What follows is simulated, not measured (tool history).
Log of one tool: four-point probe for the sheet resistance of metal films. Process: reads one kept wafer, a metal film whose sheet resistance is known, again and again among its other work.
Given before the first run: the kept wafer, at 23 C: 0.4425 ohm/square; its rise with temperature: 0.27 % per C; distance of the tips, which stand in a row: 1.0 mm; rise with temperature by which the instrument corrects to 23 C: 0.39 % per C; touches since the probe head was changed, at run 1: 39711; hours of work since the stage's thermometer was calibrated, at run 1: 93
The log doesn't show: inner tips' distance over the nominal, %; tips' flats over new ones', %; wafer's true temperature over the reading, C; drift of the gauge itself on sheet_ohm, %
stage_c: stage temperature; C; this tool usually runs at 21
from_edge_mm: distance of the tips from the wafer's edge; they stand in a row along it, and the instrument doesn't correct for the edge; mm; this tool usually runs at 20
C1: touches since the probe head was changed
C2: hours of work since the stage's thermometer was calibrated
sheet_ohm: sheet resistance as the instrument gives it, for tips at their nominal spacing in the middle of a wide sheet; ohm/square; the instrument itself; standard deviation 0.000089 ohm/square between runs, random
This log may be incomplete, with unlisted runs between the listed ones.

run 1 day=0.000 | stage_c=21 from_edge_mm=20 | C1=39711 C2=93 | sheet_ohm=0.444267
run 2 day=0.950 | stage_c=21 from_edge_mm=20 | C1=40506 C2=103 | sheet_ohm=0.444388
run 3 day=1.512 | stage_c=21 from_edge_mm=20 | C1=40979 C2=108 | sheet_ohm=0.444317
run 4 day=2.238 | stage_c=21 from_edge_mm=20 | C1=41586 C2=116 | sheet_ohm=0.444383
run 5 day=2.683 | stage_c=21 from_edge_mm=20 | C1=41957 C2=120 | sheet_ohm=0.444203
run 6 day=3.079 | stage_c=21 from_edge_mm=20 | C1=42292 C2=124 | sheet_ohm=0.444392
run 7 day=3.792 | stage_c=20 from_edge_mm=20 | C1=42887 C2=131 | sheet_ohm=0.444756
run 8 day=4.679 | stage_c=20 from_edge_mm=20 | C1=43629 C2=141 | sheet_ohm=0.444795
run 9 day=5.429 | stage_c=20 from_edge_mm=20 | C1=44259 C2=148 | sheet_ohm=0.444628
run 10 day=6.400 | stage_c=20 from_edge_mm=20 | C1=45073 C2=158 | sheet_ohm=0.444680
run 11 day=6.850 | stage_c=21 from_edge_mm=20 | C1=45450 C2=163 | sheet_ohm=0.444129
run 12 day=7.458 | stage_c=21 from_edge_mm=49 | C1=45959 C2=169 | sheet_ohm=0.443712
run 13 day=7.896 | stage_c=21 from_edge_mm=49 | C1=46325 C2=173 | sheet_ohm=0.443602
run 14 day=8.883 | stage_c=21 from_edge_mm=61 | C1=47151 C2=183 | sheet_ohm=0.443604
run 15 day=9.783 | stage_c=21 from_edge_mm=61 | C1=47906 C2=193 | sheet_ohm=0.443588
run 16 day=10.704 | stage_c=21 from_edge_mm=61 | C1=48677 C2=202 | sheet_ohm=0.443442
run 17 day=11.325 | stage_c=21 from_edge_mm=61 | C1=49197 C2=208 | sheet_ohm=0.443536
run 18 day=12.017 | stage_c=33 from_edge_mm=6 | C1=49777 C2=215 | sheet_ohm=0.443921
run 19 day=12.479 | stage_c=21 from_edge_mm=7 | C1=50163 C2=220 | sheet_ohm=0.448137
-- day=12.538 stage's thermometer calibrated
run 20 day=13.288 | stage_c=21 from_edge_mm=7 | C1=50824 C2=8 | sheet_ohm=0.448160
run 21 day=13.846 | stage_c=21 from_edge_mm=7 | C1=51291 C2=13 | sheet_ohm=0.448282
run 22 day=14.721 | stage_c=21 from_edge_mm=7 | C1=52025 C2=22 | sheet_ohm=0.448143
run 23 day=15.338 | stage_c=31 from_edge_mm=16 | C1=52540 C2=28 | sheet_ohm=0.439228
-- day=15.821 stage's thermometer calibrated, once more
run 24 day=16.142 | stage_c=31 from_edge_mm=16 | C1=53198 C2=3 | sheet_ohm=0.438955
run 25 day=17.079 | stage_c=27 from_edge_mm=53 | C1=53982 C2=13 | sheet_ohm=0.440327
run 26 day=17.575 | stage_c=22 from_edge_mm=28 | C1=54396 C2=18 | sheet_ohm=0.442889
run 27 day=18.238 | stage_c=28 from_edge_mm=72 | C1=54951 C2=25 | sheet_ohm=0.439834
run 28 day=18.912 | stage_c=23 from_edge_mm=19 | C1=55517 C2=31 | sheet_ohm=0.442739
run 29 day=19.667 | stage_c=24 from_edge_mm=72 | C1=56149 C2=39 | sheet_ohm=0.441679
run 30 day=20.442 | stage_c=21 from_edge_mm=6 | C1=56800 C2=47 | sheet_ohm=0.449607
run 31 day=21.350 | stage_c=21 from_edge_mm=6 | C1=57559 C2=56 | sheet_ohm=0.449539

Take each entry between the runs: how does the hidden state at the last listed run before it differ from the hidden state at the first listed run after it?
Logged between run 19 and run 20: stage's thermometer calibrated (day 12.538)
  inner tips' distance over the nominal, %: -0.015 -> -0.018; wafer's true temperature over the reading, C: -0.02 -> -0.03
  measured result minus the result with no hidden state, sheet_ohm: -0.000097 -> -0.000118 ohm/square
Logged between run 23 and run 24: stage's thermometer calibrated, once more (day 15.821)
  inner tips' distance over the nominal, %: -0.027 -> -0.03; wafer's true temperature over the reading, C: -0.03 -> -0.12
  measured result minus the result with no hidden state, sheet_ohm: -0.000160 -> -0.000284 ohm/square

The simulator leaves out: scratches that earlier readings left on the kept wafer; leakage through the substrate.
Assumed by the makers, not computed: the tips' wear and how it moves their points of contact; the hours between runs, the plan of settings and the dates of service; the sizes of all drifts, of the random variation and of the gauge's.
